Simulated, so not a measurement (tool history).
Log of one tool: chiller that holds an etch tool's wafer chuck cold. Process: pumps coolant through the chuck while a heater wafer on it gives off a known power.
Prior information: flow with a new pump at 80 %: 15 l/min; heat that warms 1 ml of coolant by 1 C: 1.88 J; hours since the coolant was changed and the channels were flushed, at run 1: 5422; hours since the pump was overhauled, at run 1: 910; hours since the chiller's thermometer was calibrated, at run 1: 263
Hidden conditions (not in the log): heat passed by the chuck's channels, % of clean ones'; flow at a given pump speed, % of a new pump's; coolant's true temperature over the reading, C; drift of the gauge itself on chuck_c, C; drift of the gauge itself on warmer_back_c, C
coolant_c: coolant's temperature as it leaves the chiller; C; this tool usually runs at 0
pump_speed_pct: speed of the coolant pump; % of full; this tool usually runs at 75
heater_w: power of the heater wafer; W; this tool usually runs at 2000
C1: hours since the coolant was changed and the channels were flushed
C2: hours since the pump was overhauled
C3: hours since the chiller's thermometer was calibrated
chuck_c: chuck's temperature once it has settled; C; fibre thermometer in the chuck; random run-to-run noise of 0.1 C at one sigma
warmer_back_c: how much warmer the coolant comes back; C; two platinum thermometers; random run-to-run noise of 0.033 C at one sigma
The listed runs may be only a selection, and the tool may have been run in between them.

{"run": 1, "day": 0.0, "coolant_c": 0, "pump_speed_pct": 75, "heater_w": 2000, "C1": 5422, "C2": 910, "C3": 263, "chuck_c": 17.1, "warmer_back_c": 4.63}
{"run": 2, "day": 1.092, "coolant_c": 0, "pump_speed_pct": 75, "heater_w": 2000, "C1": 5448, "C2": 936, "C3": 289, "chuck_c": 17.2, "warmer_back_c": 4.65}
{"run": 3, "day": 2.342, "coolant_c": 0, "pump_speed_pct": 75, "heater_w": 2000, "C1": 5478, "C2": 966, "C3": 319, "chuck_c": 17.2, "warmer_back_c": 4.66}
{"run": 4, "day": 3.442, "coolant_c": 0, "pump_speed_pct": 75, "heater_w": 2000, "C1": 5505, "C2": 992, "C3": 346, "chuck_c": 17.3, "warmer_back_c": 4.59}
{"run": 5, "day": 4.633, "coolant_c": 0, "pump_speed_pct": 75, "heater_w": 2000, "C1": 5533, "C2": 1021, "C3": 374, "chuck_c": 17.1, "warmer_back_c": 4.64}
{"run": 6, "day": 5.45, "coolant_c": 0, "pump_speed_pct": 75, "heater_w": 2000, "C1": 5553, "C2": 1041, "C3": 394, "chuck_c": 17.2, "warmer_back_c": 4.71}
{"run": 7, "day": 6.867, "coolant_c": 0, "pump_speed_pct": 75, "heater_w": 2000, "C1": 5587, "C2": 1075, "C3": 428, "chuck_c": 17.3, "warmer_back_c": 4.65}
{"run": 8, "day": 7.825, "coolant_c": 0, "pump_speed_pct": 75, "heater_w": 2000, "C1": 5610, "C2": 1098, "C3": 451, "chuck_c": 17.2, "warmer_back_c": 4.64}
{"run": 9, "day": 9.146, "coolant_c": 0, "pump_speed_pct": 75, "heater_w": 2000, "C1": 5642, "C2": 1129, "C3": 483, "chuck_c": 17.3, "warmer_back_c": 4.61}
{"run": 10, "day": 10.538, "coolant_c": 0, "pump_speed_pct": 75, "heater_w": 2000, "C1": 5675, "C2": 1163, "C3": 516, "chuck_c": 17.5, "warmer_back_c": 4.62}
{"run": 11, "day": 11.271, "coolant_c": 0, "pump_speed_pct": 75, "heater_w": 2000, "C1": 5693, "C2": 1180, "C3": 534, "chuck_c": 17.3, "warmer_back_c": 4.66}
{"run": 12, "day": 12.075, "coolant_c": 0, "pump_speed_pct": 75, "heater_w": 1283, "C1": 5712, "C2": 1200, "C3": 553, "chuck_c": 11.1, "warmer_back_c": 2.99}
{"run": 13, "day": 13.325, "coolant_c": 0, "pump_speed_pct": 81, "heater_w": 1283, "C1": 5742, "C2": 1230, "C3": 583, "chuck_c": 10.8, "warmer_back_c": 2.75}
{"run": 14, "day": 14.321, "coolant_c": 0, "pump_speed_pct": 62, "heater_w": 2000, "C1": 5766, "C2": 1253, "C3": 607, "chuck_c": 19.5, "warmer_back_c": 5.7}
{"run": 15, "day": 15.283, "coolant_c": 0, "pump_speed_pct": 62, "heater_w": 2000, "C1": 5789, "C2": 1277, "C3": 630, "chuck_c": 19.7, "warmer_back_c": 5.67}
{"day": 15.4, "done": "chiller's thermometer calibrated"}
{"run": 16, "day": 16.358, "coolant_c": 0, "pump_speed_pct": 62, "heater_w": 2000, "C1": 5814, "C2": 1301, "C3": 23, "chuck_c": 19.6, "warmer_back_c": 5.67}
{"run": 17, "day": 17.367, "coolant_c": 8, "pump_speed_pct": 83, "heater_w": 2997, "C1": 5838, "C2": 1326, "C3": 47, "chuck_c": 32.6, "warmer_back_c": 6.26}
{"run": 18, "day": 18.162, "coolant_c": 8, "pump_speed_pct": 83, "heater_w": 2997, "C1": 5857, "C2": 1345, "C3": 66, "chuck_c": 32.7, "warmer_back_c": 6.28}
{"run": 19, "day": 19.0, "coolant_c": 8, "pump_speed_pct": 83, "heater_w": 2997, "C1": 5877, "C2": 1365, "C3": 86, "chuck_c": 32.7, "warmer_back_c": 6.31}
{"day": 20.054, "done": "chiller's thermometer calibrated, once more"}
{"run": 20, "day": 20.238, "coolant_c": 8, "pump_speed_pct": 83, "heater_w": 2997, "C1": 5906, "C2": 1393, "C3": 4, "chuck_c": 32.4, "warmer_back_c": 6.3}
{"run": 21, "day": 21.158, "coolant_c": 8, "pump_speed_pct": 83, "heater_w": 2997, "C1": 5928, "C2": 1416, "C3": 26, "chuck_c": 32.6, "warmer_back_c": 6.29}
{"run": 22, "day": 22.042, "coolant_c": 8, "pump_speed_pct": 83, "heater_w": 2000, "C1": 5949, "C2": 1437, "C3": 48, "chuck_c": 24.4, "warmer_back_c": 4.22}
{"run": 23, "day": 22.912, "coolant_c": 5, "pump_speed_pct": 75, "heater_w": 2000, "C1": 5970, "C2": 1458, "C3": 69, "chuck_c": 22.4, "warmer_back_c": 4.69}
{"run": 24, "day": 24.317, "coolant_c": 5, "pump_speed_pct": 75, "heater_w": 2000, "C1": 6004, "C2": 1491, "C3": 102, "chuck_c": 22.5, "warmer_back_c": 4.65}
{"run": 25, "day": 25.667, "coolant_c": 5, "pump_speed_pct": 75, "heater_w": 2000, "C1": 6036, "C2": 1524, "C3": 135, "chuck_c": 22.5, "warmer_back_c": 4.75}
{"run": 26, "day": 26.642, "coolant_c": 5, "pump_speed_pct": 75, "heater_w": 2000, "C1": 6060, "C2": 1547, "C3": 158, "chuck_c": 22.4, "warmer_back_c": 4.7}
{"run": 27, "day": 27.767, "coolant_c": 5, "pump_speed_pct": 70, "heater_w": 2435, "C1": 6087, "C2": 1574, "C3": 185, "chuck_c": 27.1, "warmer_back_c": 6.1}
{"run": 28, "day": 28.796, "coolant_c": 5, "pump_speed_pct": 70, "heater_w": 2435, "C1": 6111, "C2": 1599, "C3": 210, "chuck_c": 27.3, "warmer_back_c": 6.11}
{"run": 29, "day": 29.45, "coolant_c": 5, "pump_speed_pct": 70, "heater_w": 2435, "C1": 6127, "C2": 1615, "C3": 225, "chuck_c": 27.1, "warmer_back_c": 6.19}
{"run": 30, "day": 30.275, "coolant_c": 10, "pump_speed_pct": 74, "heater_w": 2000, "C1": 6147, "C2": 1634, "C3": 245, "chuck_c": 27.6, "warmer_back_c": 4.76}
{"run": 31, "day": 31.546, "coolant_c": 2, "pump_speed_pct": 74, "heater_w": 2000, "C1": 6177, "C2": 1665, "C3": 276, "chuck_c": 19.8, "warmer_back_c": 4.71}
{"run": 32, "day": 32.283, "coolant_c": -1, "pump_speed_pct": 74, "heater_w": 1112, "C1": 6195, "C2": 1683, "C3": 293, "chuck_c": 8.9, "warmer_back_c": 2.63}

Measured minus without-hidden-state, run by run (identical run-to-run variation in each term; gauge scatter may differ):
run=1 chuck_c=+1.9 warmer_back_c=+0.10
run=2 chuck_c=+2.0 warmer_back_c=+0.09
run=3 chuck_c=+2.0 warmer_back_c=+0.10
run=4 chuck_c=+2.0 warmer_back_c=+0.10
run=5 chuck_c=+2.0 warmer_back_c=+0.10
run=6 chuck_c=+2.0 warmer_back_c=+0.10
run=7 chuck_c=+2.1 warmer_back_c=+0.10
run=8 chuck_c=+2.1 warmer_back_c=+0.10
run=9 chuck_c=+2.1 warmer_back_c=+0.10
run=10 chuck_c=+2.1 warmer_back_c=+0.12
run=11 chuck_c=+2.1 warmer_back_c=+0.12
run=12 chuck_c=+1.4 warmer_back_c=+0.07
run=13 chuck_c=+1.4 warmer_back_c=+0.07
run=14 chuck_c=+2.4 warmer_back_c=+0.14
run=15 chuck_c=+2.4 warmer_back_c=+0.15
run=16 chuck_c=+2.5 warmer_back_c=+0.15
run=17 chuck_c=+3.1 warmer_back_c=+0.16
run=18 chuck_c=+3.1 warmer_back_c=+0.17
run=19 chuck_c=+3.2 warmer_back_c=+0.16
run=20 chuck_c=+3.0 warmer_back_c=+0.17
run=21 chuck_c=+3.1 warmer_back_c=+0.18
run=22 chuck_c=+2.1 warmer_back_c=+0.11
run=23 chuck_c=+2.2 warmer_back_c=+0.13
run=24 chuck_c=+2.2 warmer_back_c=+0.13
run=25 chuck_c=+2.2 warmer_back_c=+0.14
run=26 chuck_c=+2.2 warmer_back_c=+0.14
run=27 chuck_c=+2.8 warmer_back_c=+0.18
run=28 chuck_c=+2.9 warmer_back_c=+0.18
run=29 chuck_c=+2.9 warmer_back_c=+0.18
run=30 chuck_c=+2.3 warmer_back_c=+0.14
run=31 chuck_c=+2.3 warmer_back_c=+0.14
run=32 chuck_c=+1.4 warmer_back_c=+0.08
